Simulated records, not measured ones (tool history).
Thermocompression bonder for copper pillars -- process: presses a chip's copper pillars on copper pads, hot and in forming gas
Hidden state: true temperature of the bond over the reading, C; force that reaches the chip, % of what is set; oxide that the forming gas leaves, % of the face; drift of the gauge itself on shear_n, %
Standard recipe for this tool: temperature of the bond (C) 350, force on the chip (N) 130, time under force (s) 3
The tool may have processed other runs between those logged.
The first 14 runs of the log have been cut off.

run	day	temperature of the bond (C)	force on the chip (N)	time under force (s)	hours of work since the heater was calibrated	hours of work since the force cell was calibrated	hours of work since the gas filter was changed	force that shears a chip off (N)
15	7.346	350	130	3	232	821	203	66.1
16	7.808	350	130	3	240	829	210	66.5
# day 7.867: forming gas filter changed
17	8.496	370	91	3	251	840	10	73.6
18	8.904	350	131	3	258	846	17	74.0
19	9.392	350	130	8	266	855	25	94.0
# day 9.500: force cell calibrated
20	10.154	350	130	8	277	11	37	91.8
21	10.612	360	130	8	285	19	45	100.9
# day 10.967: force cell calibrated, once more
22	11.088	360	81	8	292	2	52	84.7
23	11.654	360	81	8	301	11	61	82.8
24	12.225	377	81	6	311	21	70	86.4
25	12.675	333	130	3	318	28	78	62.0
26	13.254	321	188	2	328	38	87	54.9
27	13.629	350	89	5	334	44	94	70.4
28	14.117	377	88	8	342	52	102	91.6
29	14.583	377	88	8	350	60	110	89.2
30	15.267	377	83	8	362	72	121	90.1
31	15.867	377	83	8	372	81	131	89.8

Forecast each of these 5 alternatives for the next run:
A	16.250	350	130	2	378	88	137	?
B	16.250	360	166	3	378	88	137	?
C	16.250	368	84	3	378	88	137	?
D	16.250	377	83	4	378	88	137	?
E	16.250	338	175	2	378	88	137	?

run	force that shears a chip off (N)
A	60.4
B	80.4
C	64.3
D	76.6
E	62.2
Take away the tool's hidden state, keep each run's random variation, and the runs would have read:
run	force that shears a chip off (N)
A	65.4
B	87.0
C	69.6
D	82.8
E	67.4
